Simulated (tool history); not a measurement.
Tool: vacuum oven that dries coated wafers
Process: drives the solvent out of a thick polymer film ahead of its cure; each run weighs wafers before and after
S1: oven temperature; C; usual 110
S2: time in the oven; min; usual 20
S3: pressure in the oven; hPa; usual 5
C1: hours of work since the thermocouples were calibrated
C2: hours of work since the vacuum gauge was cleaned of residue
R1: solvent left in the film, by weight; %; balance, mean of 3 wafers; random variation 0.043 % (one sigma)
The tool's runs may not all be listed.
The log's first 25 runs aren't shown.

run 26 hour=1777.4 | S1=105 S2=10 S3=4.89 | C1=550 C2=515 | R1=5.22
run 27 hour=1869.8 | S1=101 S2=30 S3=6 | C1=617 C2=582 | R1=1.8
run 28 hour=1959.2 | S1=101 S2=30 S3=6 | C1=682 C2=647 | R1=1.9
run 29 hour=2007 | S1=101 S2=35 S3=3.04 | C1=717 C2=682 | R1=1.34
run 30 hour=2074.5 | S1=101 S2=35 S3=3.04 | C1=766 C2=731 | R1=1.32
run 31 hour=2137.4 | S1=98 S2=35 S3=11.59 | C1=812 C2=777 | R1=2.2
run 32 hour=2219.3 | S1=98 S2=35 S3=11.59 | C1=871 C2=836 | R1=2.19
run 33 hour=2309.7 | S1=98 S2=35 S3=11.59 | C1=937 C2=902 | R1=2.14
run 34 hour=2357.5 | S1=123 S2=35 S3=4.69 | C1=972 C2=937 | R1=0.05

5 ways to go on from here, each from the tool as it stands after run 34. What would each give?
run A hour=2428.7 | S1=123 S2=35 S3=4.75 | C1=1024 C2=989 | R1=?
run B hour=2428.7 | S1=115 S2=35 S3=4.69 | C1=1024 C2=989 | R1=?
run C hour=2428.7 | S1=123 S2=14 S3=15.75 | C1=1024 C2=989 | R1=?
run D hour=2428.7 | S1=123 S2=22 S3=8.71 | C1=1024 C2=989 | R1=?
run E hour=2428.7 | S1=106 S2=30 S3=8.44 | C1=1024 C2=989 | R1=?

run=A R1=0.1
run=B R1=0.25
run=C R1=0.92
run=D R1=0.21
run=E R1=1.19
Without the tool's hidden state the same runs would have given:
run=A R1=0.06
run=B R1=0.19
run=C R1=0.83
run=D R1=0.16
run=E R1=1.05
